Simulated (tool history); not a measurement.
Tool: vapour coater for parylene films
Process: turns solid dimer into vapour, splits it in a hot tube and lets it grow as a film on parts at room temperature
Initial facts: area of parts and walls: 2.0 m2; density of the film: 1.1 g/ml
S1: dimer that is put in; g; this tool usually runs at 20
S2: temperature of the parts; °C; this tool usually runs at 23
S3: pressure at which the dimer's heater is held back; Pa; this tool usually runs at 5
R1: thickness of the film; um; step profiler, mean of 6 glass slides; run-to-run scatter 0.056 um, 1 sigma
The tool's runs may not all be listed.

run	hour	S1	S2	S3	R1
1	0	20	23	5	6.78
2	34.6	9	23	5	3.05
3	70.6	9	23	5	3.08
4	112.4	9	23	5	2.99
5	149	20	23	4.99	6.59
6	173.3	20	23	5	6.67
7	195.5	14	23	5	4.68
8	240.5	20	23	5	6.61
9	274.9	20	23	5	6.54
10	323.8	20	20	5	6.9
11	375.8	20	20	5	6.83
12	412.5	20	20	5	6.76

Run 13 has not been measured yet. What should we expect?
13	459.1	9	27	11.52	?

{"run 13": {"R1": 2.25}}
Minus the tool's unlogged condition, the same run would have read R1 2.52 um.

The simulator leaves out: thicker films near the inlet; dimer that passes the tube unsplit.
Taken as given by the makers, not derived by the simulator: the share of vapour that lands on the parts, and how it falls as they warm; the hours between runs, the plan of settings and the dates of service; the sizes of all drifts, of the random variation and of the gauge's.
